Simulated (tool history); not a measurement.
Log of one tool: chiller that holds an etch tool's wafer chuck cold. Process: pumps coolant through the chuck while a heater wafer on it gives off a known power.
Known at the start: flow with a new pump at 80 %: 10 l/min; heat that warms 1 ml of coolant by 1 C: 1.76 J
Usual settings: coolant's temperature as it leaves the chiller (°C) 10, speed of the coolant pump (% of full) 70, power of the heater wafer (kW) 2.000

run,hour,coolant's temperature as it leaves the chiller (°C),speed of the coolant pump (% of full),power of the heater wafer (kW),chuck's temperature once it has settled (°C),how much warmer the coolant comes back (C)
1,0.0,10,70,2.000,28.6,7.81
2,22.5,10,70,2.000,28.7,7.73
3,57.3,10,70,2.000,28.8,7.82
4,76.3,8,70,2.000,26.8,7.72
5,92.0,8,70,2.000,26.8,7.81
6,125.2,8,70,2.000,26.8,7.74
7,151.9,10,70,2.186,30.5,8.49
8,180.3,9,81,2.186,27.5,7.35
9,216.6,4,70,1.753,20.5,6.92
10,233.2,4,64,1.753,21.6,7.50
11,252.2,10,70,1.834,27.2,7.21
12,277.0,10,70,1.834,27.4,7.23
13,301.9,10,70,1.834,27.2,7.22

Forecast each of these 5 alternatives for the next run:
A,316.7,10,87,1.314,?,?
B,316.7,10,95,1.761,?,?
C,316.7,18,86,2.000,?,?
D,316.7,16,73,2.000,?,?
E,316.7,10,70,2.012,?,?

run,chuck's temperature once it has settled (°C),how much warmer the coolant comes back (C)
A,20.7,4.10
B,23.4,5.10
C,34.4,6.42
D,34.4,7.55
E,29.0,7.87
Without the tool's hidden state the same runs would have given:
run,chuck's temperature once it has settled (°C),how much warmer the coolant comes back (C)
A,20.4,4.07
B,23.0,5.08
C,33.8,6.38
D,33.8,7.51
E,28.4,7.83

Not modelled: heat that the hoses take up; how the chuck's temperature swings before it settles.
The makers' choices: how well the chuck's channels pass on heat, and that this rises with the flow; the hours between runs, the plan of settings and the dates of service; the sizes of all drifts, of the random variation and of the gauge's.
